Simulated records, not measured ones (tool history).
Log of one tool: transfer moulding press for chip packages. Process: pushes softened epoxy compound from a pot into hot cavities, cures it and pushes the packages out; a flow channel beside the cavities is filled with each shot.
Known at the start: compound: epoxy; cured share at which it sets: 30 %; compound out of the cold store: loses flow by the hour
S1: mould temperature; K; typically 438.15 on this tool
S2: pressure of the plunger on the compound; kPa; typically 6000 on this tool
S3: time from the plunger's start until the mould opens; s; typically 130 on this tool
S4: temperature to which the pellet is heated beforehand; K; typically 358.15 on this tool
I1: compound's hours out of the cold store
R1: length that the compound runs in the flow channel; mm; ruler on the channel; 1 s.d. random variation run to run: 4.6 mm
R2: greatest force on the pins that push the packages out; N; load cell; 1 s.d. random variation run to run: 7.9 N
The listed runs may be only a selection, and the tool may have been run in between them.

Run 1, day 0.000: usual settings; I1 44.0. Result: R1 679 mm, R2 334 N.
Run 2, day 0.338: usual settings but S3 147 s; I1 27.7. Result: R1 717 mm, R2 318 N.
Run 3, day 0.633: usual settings but S1 432.15 K; I1 9.7. Result: R1 812 mm, R2 505 N.
Run 4, day 0.879: usual settings; I1 36.4. Result: R1 697 mm, R2 352 N.
Run 5, day 1.208: usual settings; I1 44.9. Result: R1 669 mm, R2 342 N.
Run 6, day 1.367: usual settings; I1 28.6. Result: R1 718 mm, R2 357 N.
Run 7, day 1.700: usual settings; I1 15.3. Result: R1 765 mm, R2 350 N.
Run 8, day 1.996: usual settings but S2 5020 kPa; I1 40.1. Result: R1 622 mm, R2 351 N.
Run 9, day 2.329: usual settings but S2 5020 kPa; I1 12.5. Result: R1 706 mm, R2 357 N.
Run 10, day 2.604: usual settings but S4 356.15 K; I1 35.2. Result: R1 704 mm, R2 345 N.
At day 2.808: cavities cleaned with cleaning compound and waxed.
Run 11, day 2.938: usual settings but S3 169 s; I1 13.5. Result: R1 765 mm, R2 311 N.
Run 12, day 3.167: usual settings; I1 15.7. Result: R1 759 mm, R2 356 N.
Run 13, day 3.429: usual settings but S3 125 s; I1 9.1. Result: R1 781 mm, R2 369 N.
Run 14, day 3.754: usual settings but S3 125 s; I1 37.7. Result: R1 690 mm, R2 356 N.
Run 15, day 4.058: usual settings but S3 125 s; I1 9.4. Result: R1 781 mm, R2 368 N.
Run 16, day 4.250: usual settings but S3 169 s, S4 362.15 K; I1 27.0. Result: R1 726 mm, R2 334 N.
Run 17, day 4.488: usual settings but S3 169 s, S4 362.15 K; I1 34.9. Result: R1 702 mm, R2 322 N.
Run 18, day 4.646: usual settings; I1 36.5. Result: R1 701 mm, R2 362 N.
Run 19, day 4.929: usual settings; I1 45.8. Result: R1 665 mm, R2 345 N.
Run 20, day 5.158: usual settings but S1 439.15 K, S2 6410 kPa, S3 122 s, S4 354.15 K; I1 35.9. Result: R1 709 mm, R2 353 N.
Run 21, day 5.442: usual settings but S1 437.15 K, S3 119 s; I1 13.3. Result: R1 772 mm, R2 402 N.
Run 22, day 5.600: usual settings but S1 437.15 K, S3 119 s; I1 28.2. Result: R1 723 mm, R2 390 N.

Forecast run 23:
Run 23, day 5.858: usual settings but S1 437.15 K, S3 119 s; I1 31.1. Result: R1 ?, R2 ?.

R1: 722 mm
R2: 402 N
If the tool had no hidden condition, the same run with the same run-to-run variation would have returned R1 723 mm, R2 397 N.

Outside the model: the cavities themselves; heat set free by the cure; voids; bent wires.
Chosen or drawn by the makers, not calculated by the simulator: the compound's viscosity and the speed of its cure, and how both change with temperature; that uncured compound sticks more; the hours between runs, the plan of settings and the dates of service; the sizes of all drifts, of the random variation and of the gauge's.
